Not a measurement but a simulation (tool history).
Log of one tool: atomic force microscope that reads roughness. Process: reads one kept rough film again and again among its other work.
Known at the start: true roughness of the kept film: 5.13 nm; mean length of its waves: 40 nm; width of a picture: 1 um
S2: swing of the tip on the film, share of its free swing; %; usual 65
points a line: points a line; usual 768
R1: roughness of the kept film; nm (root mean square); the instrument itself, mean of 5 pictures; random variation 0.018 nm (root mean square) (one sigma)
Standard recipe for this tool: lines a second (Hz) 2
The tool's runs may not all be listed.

{"run": 1, "hour": 0.0, "lines a second (Hz)": 2, "S2": 65, "points a line": 768, "R1": 3.316}
{"hour": 9.7, "done": "new tip fitted"}
{"run": 2, "hour": 33.4, "lines a second (Hz)": 2, "S2": 69, "points a line": 768, "R1": 4.09}
{"run": 3, "hour": 57.8, "lines a second (Hz)": 2, "S2": 71, "points a line": 768, "R1": 3.796}
{"run": 4, "hour": 84.6, "lines a second (Hz)": 2, "S2": 65, "points a line": 768, "R1": 3.722}
{"run": 5, "hour": 109.9, "lines a second (Hz)": 3.31, "S2": 65, "points a line": 768, "R1": 3.37}
{"run": 6, "hour": 132.4, "lines a second (Hz)": 3.31, "S2": 64, "points a line": 768, "R1": 3.268}
{"hour": 135.1, "done": "new tip fitted"}
{"run": 7, "hour": 157.3, "lines a second (Hz)": 2, "S2": 65, "points a line": 738, "R1": 4.18}
{"run": 8, "hour": 189.5, "lines a second (Hz)": 3.64, "S2": 65, "points a line": 768, "R1": 3.673}
{"run": 9, "hour": 210.5, "lines a second (Hz)": 3.98, "S2": 65, "points a line": 768, "R1": 3.469}
{"run": 10, "hour": 242.2, "lines a second (Hz)": 3.98, "S2": 65, "points a line": 768, "R1": 3.249}
{"hour": 258.5, "done": "new tip fitted"}
{"run": 11, "hour": 269.3, "lines a second (Hz)": 3.98, "S2": 65, "points a line": 768, "R1": 4.036}
{"run": 12, "hour": 283.0, "lines a second (Hz)": 3.98, "S2": 65, "points a line": 768, "R1": 3.922}
{"run": 13, "hour": 313.1, "lines a second (Hz)": 3.98, "S2": 65, "points a line": 768, "R1": 3.662}
{"run": 14, "hour": 331.9, "lines a second (Hz)": 0.98, "S2": 75, "points a line": 624, "R1": 3.793}
{"run": 15, "hour": 361.9, "lines a second (Hz)": 3.37, "S2": 60, "points a line": 694, "R1": 3.49}
{"run": 16, "hour": 379.6, "lines a second (Hz)": 1.01, "S2": 60, "points a line": 694, "R1": 3.588}
{"hour": 382.3, "done": "new tip fitted"}
{"run": 17, "hour": 408.3, "lines a second (Hz)": 0.62, "S2": 61, "points a line": 302, "R1": 4.345}
{"run": 18, "hour": 426.5, "lines a second (Hz)": 0.62, "S2": 61, "points a line": 302, "R1": 4.214}
{"run": 19, "hour": 444.3, "lines a second (Hz)": 0.57, "S2": 65, "points a line": 768, "R1": 4.047}

Results for each run, recomputed without the tool's hidden state and with each run's random variation untouched:
The hidden state here: radius of the tip, nm; height scale over the true one, %; drift of the gauge itself on roughness_nm, %.
run=1 R1=4.352
run=2 R1=4.334
run=3 R1=4.248
run=4 R1=4.404
run=5 R1=4.204
run=6 R1=4.254
run=7 R1=4.397
run=8 R1=4.167
run=9 R1=4.109
run=10 R1=4.099
run=11 R1=4.1
run=12 R1=4.107
run=13 R1=4.117
run=14 R1=4.426
run=15 R1=4.325
run=16 R1=4.606
run=17 R1=4.572
run=18 R1=4.619
run=19 R1=4.619
